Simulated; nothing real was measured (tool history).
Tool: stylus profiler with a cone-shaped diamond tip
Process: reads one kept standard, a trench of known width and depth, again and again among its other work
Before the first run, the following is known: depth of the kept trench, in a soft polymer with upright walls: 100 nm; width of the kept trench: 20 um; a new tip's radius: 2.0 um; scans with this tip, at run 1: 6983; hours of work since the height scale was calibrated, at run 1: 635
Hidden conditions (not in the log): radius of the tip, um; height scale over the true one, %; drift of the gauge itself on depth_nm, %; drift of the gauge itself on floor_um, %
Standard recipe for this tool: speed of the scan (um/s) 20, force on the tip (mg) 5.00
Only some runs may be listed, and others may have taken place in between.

run   hour  speed of the scan (um/s)  force on the tip (mg)  scans with this tip  hours of work since the height scale was calibrated  depth of the trench (Å)  width of the trench's floor (nm)
  1    0.0                        20                   5.00                 6983                                                  635                   1006.4                             18280
  2   10.1                        20                   5.00                 7068                                                  643                   1007.0                             18250
  3   31.7                        20                   5.00                 7248                                                  659                   1007.0                             18230
  4   46.6                        20                   5.00                 7372                                                  670                   1007.7                             18220
  5   63.4                        20                   5.00                 7513                                                  683                   1007.5                             18220
  6   79.7                        20                   5.00                 7650                                                  696                   1006.8                             18140
  7   88.6                        20                   2.17                 7724                                                  702                   1002.9                             18190
  8  107.2                        20                   5.00                 7880                                                  716                   1006.5                             18180
  9  124.4                        20                   5.00                 8023                                                  729                   1006.8                             18190
 10  144.0                        20                   5.00                 8187                                                  744                   1006.7                             18180
 11  160.7                        20                   5.00                 8327                                                  757                   1006.7                             18160
 12  176.9                        20                   5.00                 8462                                                  769                   1006.4                             18140
 13  196.2                        20                   5.00                 8624                                                  784                   1006.1                             18180
 14  217.7                        11                   5.00                 8803                                                  800                   1006.2                             18210
 15  234.0                        20                   7.96                 8939                                                  813                   1010.0                             18260
 16  245.2                        20                   7.96                 9033                                                  821                   1009.2                             18210
 17  262.1                        20                   7.96                 9174                                                  834                   1009.8                             18180
 18  274.7                        20                   7.96                 9279                                                  844                   1009.5                             18140
 19  285.7                        20                   5.00                 9371                                                  852                   1006.5                             18130
 20  302.2                        20                   5.00                 9510                                                  865                   1006.9                             18090
 21  319.2                        20                   5.00                 9651                                                  877                   1005.7                             18150
 22  329.2                        20                   5.00                 9735                                                  885                   1006.2                             18100
 23  339.1                        20                   5.00                 9818                                                  893                   1005.6                             18100
 24  348.1                        76                   5.00                 9893                                                  899                   1006.4                             17880
 25  361.2                        16                   1.78                10002                                                  909                   1001.0                             18080
 26  373.6                        16                   1.78                10106                                                  919                   1000.8                             18090
 27  385.2                         7                   3.19                10203                                                  928                   1003.3                             18190
 28  398.1                         6                   5.32                10311                                                  937                   1006.1                             18160
 29  416.2                        20                   7.32                10462                                                  951                   1008.9                             18010
 30  435.7                        20                   7.32                10625                                                  966                   1008.7                             18080
 31  447.0                        27                   1.82                10720                                                  975                   1000.9                             17960
     448.9  -- height scale calibrated on a step standard
 32  465.1                        39                   2.85                10866                                                   12                   1000.1                             17890
     485.5  -- height scale calibrated on a step standard, once more
 33  486.5                        39                   2.85                11041                                                    1                   1006.3                             17950
 34  506.2                        39                   2.85                11206                                                   16                   1006.4                             17890
 35  525.0                        57                  14.54                11363                                                   30                   1019.8                             17960
 36  536.3                        57                   5.02                11457                                                   39                   1009.6                             17890
 37  552.2                        57                   5.02                11591                                                   51                   1009.8                             17910
 38  561.3                        57                   5.02                11666                                                   58                   1009.6                             17810
 39  578.4                         6                   5.65                11809                                                   71                   1010.9                             18110
 40  592.1                        20                   1.68                11924                                                   81                   1003.8                             17950
 41  610.6                        42                  14.12                12078                                                   95                   1019.5                             18000
 42  623.0                        11                   3.03                12182                                                  105                   1006.6                             18000
 43  643.1                        34                   3.03                12350                                                  120                   1006.2                             17900
 44  660.9                         9                   5.02                12499                                                  133                   1009.1                             17990
 45  682.4                        36                   2.35                12678                                                  150                   1005.8                             17800
 46  703.7                        36                   2.35                12857                                                  166                   1004.5                             17800

Across each entry between runs, compare the hidden state at the last listed run before it with the hidden state at the first listed run after it:
Between runs 31 and 32: height scale calibrated on a step standard (hour 448.9)
  radius of the tip, um: 4.32 -> 4.35; height scale over the true one, %: -0.441 -> -0.713
  difference, measured minus the result without the unlogged condition, depth of the trench (Å): -4.5 -> -7.2; width of the trench's floor (nm): -600 -> -610
Between runs 32 and 33: height scale calibrated on a step standard, once more (hour 485.5)
  radius of the tip, um: 4.35 -> 4.39; height scale over the true one, %: -0.713 -> -0.04
  difference, measured minus the result without the unlogged condition, depth of the trench (Å): -7.2 -> -0.4; width of the trench's floor (nm): -610 -> -610

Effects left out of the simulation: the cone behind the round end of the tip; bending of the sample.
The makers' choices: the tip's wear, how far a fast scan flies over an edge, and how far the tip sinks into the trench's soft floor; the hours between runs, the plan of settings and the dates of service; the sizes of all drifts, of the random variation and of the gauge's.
